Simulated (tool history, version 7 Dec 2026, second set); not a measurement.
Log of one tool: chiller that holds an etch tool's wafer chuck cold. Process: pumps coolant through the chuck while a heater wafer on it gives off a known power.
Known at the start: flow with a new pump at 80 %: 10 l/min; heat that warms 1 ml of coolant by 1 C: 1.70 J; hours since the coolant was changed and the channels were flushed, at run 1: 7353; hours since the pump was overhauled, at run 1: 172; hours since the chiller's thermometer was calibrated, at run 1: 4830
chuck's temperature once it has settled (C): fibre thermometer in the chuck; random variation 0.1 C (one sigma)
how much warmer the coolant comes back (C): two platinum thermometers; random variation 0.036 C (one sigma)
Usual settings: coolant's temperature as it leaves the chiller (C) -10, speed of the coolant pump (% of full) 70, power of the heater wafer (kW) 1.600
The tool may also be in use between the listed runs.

| run | hour | coolant's temperature as it leaves the chiller (C) | speed of the coolant pump (% of full) | power of the heater wafer (kW) | hours since the coolant was changed and the channels were flushed | hours since the pump was overhauled | hours since the chiller's thermometer was calibrated | chuck's temperature once it has settled (C) | how much warmer the coolant comes back (C) |
|---|---|---|---|---|---|---|---|---|---|
| 1 | 0.0 | -10 | 70 | 1.600 | 7353 | 172 | 4830 | 13.1 | 6.48 |
| 2 | 61.1 | -10 | 70 | 1.600 | 7414 | 233 | 4891 | 12.9 | 6.55 |
| 3 | 195.8 | -10 | 70 | 1.600 | 7548 | 368 | 5025 | 13.1 | 6.45 |
| 4 | 293.5 | -10 | 70 | 1.600 | 7646 | 465 | 5123 | 12.9 | 6.47 |
| 5 | 389.7 | -10 | 82 | 1.600 | 7742 | 562 | 5219 | 10.3 | 5.48 |
| 6 | 464.2 | -10 | 82 | 1.600 | 7817 | 636 | 5294 | 10.4 | 5.46 |
| 7 | 565.0 | -10 | 70 | 2.094 | 7918 | 737 | 5395 | 20.4 | 8.49 |
|  | 604.8 | chiller's thermometer calibrated |
| 8 | 691.1 | -10 | 70 | 2.094 | 8043 | 862 | 86 | 20.2 | 8.43 |
| 9 | 817.5 | -10 | 70 | 2.094 | 8169 | 988 | 213 | 20.3 | 8.42 |
|  | 842.0 | coolant changed, channels flushed |
| 10 | 937.7 | -10 | 70 | 2.094 | 96 | 1103 | 327 | 20.3 | 8.40 |
| 11 | 1014.4 | -10 | 70 | 2.094 | 172 | 1179 | 404 | 20.2 | 8.41 |
| 12 | 1137.6 | -8 | 93 | 1.907 | 296 | 1302 | 527 | 13.8 | 5.62 |
| 13 | 1213.1 | -2 | 93 | 1.600 | 371 | 1378 | 602 | 16.2 | 4.68 |
| 14 | 1342.6 | -2 | 93 | 1.600 | 501 | 1507 | 732 | 16.2 | 4.67 |
| 15 | 1443.7 | -2 | 65 | 1.600 | 602 | 1609 | 833 | 22.5 | 6.90 |
| 16 | 1559.6 | -10 | 74 | 0.934 | 718 | 1725 | 949 | 2.7 | 3.49 |
| 17 | 1698.3 | -4 | 68 | 0.897 | 856 | 1863 | 1088 | 9.1 | 3.56 |

Forecast each of these 4 alternatives for the next run:
| A | 1837.9 | -1 | 70 | 0.925 | 996 | 2003 | 1227 | ? | ? |
| B | 1837.9 | -5 | 75 | 0.921 | 996 | 2003 | 1227 | ? | ? |
| C | 1837.9 | -11 | 95 | 1.226 | 996 | 2003 | 1227 | ? | ? |
| D | 1837.9 | -6 | 70 | 1.600 | 996 | 2003 | 1227 | ? | ? |

| run | chuck's temperature once it has settled (C) | how much warmer the coolant comes back (C) |
|---|---|---|
| A | 12.1 | 3.64 |
| B | 7.6 | 3.32 |
| C | 2.8 | 3.41 |
| D | 16.9 | 6.33 |
Without the tool's hidden state the same runs would have given:
| run | chuck's temperature once it has settled (C) | how much warmer the coolant comes back (C) |
|---|---|---|
| A | 12.1 | 3.81 |
| B | 7.6 | 3.49 |
| C | 2.8 | 3.57 |
| D | 16.9 | 6.50 |

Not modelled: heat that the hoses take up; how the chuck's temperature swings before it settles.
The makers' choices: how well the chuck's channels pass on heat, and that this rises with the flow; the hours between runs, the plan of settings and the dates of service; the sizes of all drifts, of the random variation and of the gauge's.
